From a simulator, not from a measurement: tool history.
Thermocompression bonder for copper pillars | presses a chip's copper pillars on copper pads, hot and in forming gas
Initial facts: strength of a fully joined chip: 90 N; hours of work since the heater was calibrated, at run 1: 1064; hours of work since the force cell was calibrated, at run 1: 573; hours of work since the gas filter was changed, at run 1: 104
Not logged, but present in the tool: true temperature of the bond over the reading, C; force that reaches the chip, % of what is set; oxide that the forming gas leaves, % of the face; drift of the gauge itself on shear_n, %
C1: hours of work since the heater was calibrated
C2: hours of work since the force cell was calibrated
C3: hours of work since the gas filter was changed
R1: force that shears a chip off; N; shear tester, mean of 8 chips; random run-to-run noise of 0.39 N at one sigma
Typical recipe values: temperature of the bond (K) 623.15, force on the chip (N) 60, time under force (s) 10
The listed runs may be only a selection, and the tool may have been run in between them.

run 1 hour=0 | temperature_of_the_bond_(K)=623.15 force_on_the_chip_(N)=60 time_under_force_(s)=10 | C1=1064 C2=573 C3=104 | R1=39
run 2 hour=42.1 | temperature_of_the_bond_(K)=623.15 force_on_the_chip_(N)=60 time_under_force_(s)=10 | C1=1095 C2=604 C3=134 | R1=38.3
run 3 hour=84.1 | temperature_of_the_bond_(K)=623.15 force_on_the_chip_(N)=60 time_under_force_(s)=10 | C1=1126 C2=635 C3=165 | R1=38
run 4 hour=118.1 | temperature_of_the_bond_(K)=623.15 force_on_the_chip_(N)=60 time_under_force_(s)=10 | C1=1151 C2=660 C3=190 | R1=38.3
-- hour=135.6 forming gas filter changed
run 5 hour=144.1 | temperature_of_the_bond_(K)=623.15 force_on_the_chip_(N)=60 time_under_force_(s)=23 | C1=1169 C2=678 C3=6 | R1=52.6
run 6 hour=181.9 | temperature_of_the_bond_(K)=623.15 force_on_the_chip_(N)=60 time_under_force_(s)=19 | C1=1197 C2=706 C3=34 | R1=48.6
run 7 hour=231 | temperature_of_the_bond_(K)=623.15 force_on_the_chip_(N)=60 time_under_force_(s)=10 | C1=1233 C2=742 C3=70 | R1=38.8
run 8 hour=256.8 | temperature_of_the_bond_(K)=623.15 force_on_the_chip_(N)=60 time_under_force_(s)=10 | C1=1252 C2=761 C3=89 | R1=39.4
run 9 hour=292.2 | temperature_of_the_bond_(K)=623.15 force_on_the_chip_(N)=60 time_under_force_(s)=10 | C1=1278 C2=787 C3=115 | R1=39.1
run 10 hour=333.4 | temperature_of_the_bond_(K)=623.15 force_on_the_chip_(N)=60 time_under_force_(s)=17 | C1=1308 C2=817 C3=145 | R1=46.6
run 11 hour=371 | temperature_of_the_bond_(K)=623.15 force_on_the_chip_(N)=60 time_under_force_(s)=17 | C1=1336 C2=844 C3=172 | R1=47.1
run 12 hour=394.2 | temperature_of_the_bond_(K)=623.15 force_on_the_chip_(N)=60 time_under_force_(s)=17 | C1=1353 C2=861 C3=189 | R1=46.8
-- hour=412.5 forming gas filter changed
run 13 hour=427.9 | temperature_of_the_bond_(K)=623.15 force_on_the_chip_(N)=60 time_under_force_(s)=17 | C1=1377 C2=886 C3=11 | R1=48.2
run 14 hour=455 | temperature_of_the_bond_(K)=623.15 force_on_the_chip_(N)=60 time_under_force_(s)=17 | C1=1397 C2=906 C3=31 | R1=48.2
run 15 hour=495.1 | temperature_of_the_bond_(K)=623.15 force_on_the_chip_(N)=60 time_under_force_(s)=17 | C1=1426 C2=935 C3=61 | R1=47.9
run 16 hour=533.6 | temperature_of_the_bond_(K)=623.15 force_on_the_chip_(N)=60 time_under_force_(s)=10 | C1=1454 C2=963 C3=89 | R1=39.7
run 17 hour=576.6 | temperature_of_the_bond_(K)=623.15 force_on_the_chip_(N)=60 time_under_force_(s)=10 | C1=1486 C2=995 C3=120 | R1=39.9
run 18 hour=624.9 | temperature_of_the_bond_(K)=623.15 force_on_the_chip_(N)=60 time_under_force_(s)=10 | C1=1521 C2=1030 C3=156 | R1=38.6
run 19 hour=648.7 | temperature_of_the_bond_(K)=623.15 force_on_the_chip_(N)=60 time_under_force_(s)=10 | C1=1539 C2=1048 C3=173 | R1=39.5
run 20 hour=672.1 | temperature_of_the_bond_(K)=623.15 force_on_the_chip_(N)=81 time_under_force_(s)=16 | C1=1556 C2=1065 C3=190 | R1=56.4
-- hour=688 forming gas filter changed
run 21 hour=696.2 | temperature_of_the_bond_(K)=623.15 force_on_the_chip_(N)=85 time_under_force_(s)=10 | C1=1573 C2=1082 C3=6 | R1=51
run 22 hour=730 | temperature_of_the_bond_(K)=611.15 force_on_the_chip_(N)=37 time_under_force_(s)=9 | C1=1598 C2=1107 C3=31 | R1=23.1
-- hour=756.4 heater calibrated with a thermocouple chip
run 23 hour=772 | temperature_of_the_bond_(K)=652.15 force_on_the_chip_(N)=68 time_under_force_(s)=10 | C1=11 C2=1136 C3=60 | R1=50.9
run 24 hour=804.4 | temperature_of_the_bond_(K)=601.15 force_on_the_chip_(N)=37 time_under_force_(s)=6 | C1=35 C2=1160 C3=84 | R1=14.1
run 25 hour=841.5 | temperature_of_the_bond_(K)=601.15 force_on_the_chip_(N)=37 time_under_force_(s)=6 | C1=62 C2=1187 C3=111 | R1=14.4
run 26 hour=886.9 | temperature_of_the_bond_(K)=598.15 force_on_the_chip_(N)=60 time_under_force_(s)=19 | C1=96 C2=1220 C3=144 | R1=33.8
run 27 hour=935.3 | temperature_of_the_bond_(K)=619.15 force_on_the_chip_(N)=40 time_under_force_(s)=9 | C1=131 C2=1256 C3=180 | R1=22.2
run 28 hour=962.5 | temperature_of_the_bond_(K)=623.15 force_on_the_chip_(N)=60 time_under_force_(s)=6 | C1=151 C2=1276 C3=200 | R1=28.5
-- hour=967.2 forming gas filter changed
run 29 hour=986.2 | temperature_of_the_bond_(K)=623.15 force_on_the_chip_(N)=60 time_under_force_(s)=6 | C1=168 C2=1293 C3=14 | R1=29.7
run 30 hour=1035.9 | temperature_of_the_bond_(K)=623.15 force_on_the_chip_(N)=53 time_under_force_(s)=27 | C1=204 C2=1329 C3=50 | R1=46.3
run 31 hour=1057.2 | temperature_of_the_bond_(K)=620.15 force_on_the_chip_(N)=57 time_under_force_(s)=7 | C1=220 C2=1345 C3=66 | R1=28.6
run 32 hour=1079.1 | temperature_of_the_bond_(K)=620.15 force_on_the_chip_(N)=57 time_under_force_(s)=26 | C1=236 C2=1361 C3=82 | R1=47
run 33 hour=1112.9 | temperature_of_the_bond_(K)=608.15 force_on_the_chip_(N)=65 time_under_force_(s)=26 | C1=261 C2=1385 C3=107 | R1=45.7
run 34 hour=1135.2 | temperature_of_the_bond_(K)=607.15 force_on_the_chip_(N)=64 time_under_force_(s)=5 | C1=277 C2=1402 C3=123 | R1=23.4
run 35 hour=1162 | temperature_of_the_bond_(K)=623.15 force_on_the_chip_(N)=41 time_under_force_(s)=16 | C1=297 C2=1421 C3=143 | R1=31.7
run 36 hour=1192.6 | temperature_of_the_bond_(K)=619.15 force_on_the_chip_(N)=65 time_under_force_(s)=8 | C1=319 C2=1444 C3=165 | R1=33.1
run 37 hour=1238.6 | temperature_of_the_bond_(K)=642.15 force_on_the_chip_(N)=53 time_under_force_(s)=10 | C1=353 C2=1477 C3=199 | R1=39.4
-- hour=1243.7 forming gas filter changed
run 38 hour=1266.7 | temperature_of_the_bond_(K)=637.15 force_on_the_chip_(N)=71 time_under_force_(s)=7 | C1=373 C2=1498 C3=17 | R1=41.7

Predict each of these 5 candidate next runs independently; none follows another, all start after run 38:
run A hour=1310.2 | temperature_of_the_bond_(K)=637.15 force_on_the_chip_(N)=54 time_under_force_(s)=7 | C1=405 C2=1530 C3=49 | R1=?
run B hour=1310.2 | temperature_of_the_bond_(K)=618.15 force_on_the_chip_(N)=38 time_under_force_(s)=6 | C1=405 C2=1530 C3=49 | R1=?
run C hour=1310.2 | temperature_of_the_bond_(K)=626.15 force_on_the_chip_(N)=71 time_under_force_(s)=7 | C1=405 C2=1530 C3=49 | R1=?
run D hour=1310.2 | temperature_of_the_bond_(K)=629.15 force_on_the_chip_(N)=71 time_under_force_(s)=7 | C1=405 C2=1530 C3=49 | R1=?
run E hour=1310.2 | temperature_of_the_bond_(K)=607.15 force_on_the_chip_(N)=53 time_under_force_(s)=5 | C1=405 C2=1530 C3=49 | R1=?

run=A R1=34.2
run=B R1=19
run=C R1=36.8
run=D R1=38.4
run=E R1=21.3
The same runs, with their run-to-run variation unchanged, on a tool lacking any hidden condition would have given:
run=A R1=35.4
run=B R1=19.7
run=C R1=38
run=D R1=39.7
run=E R1=22.1
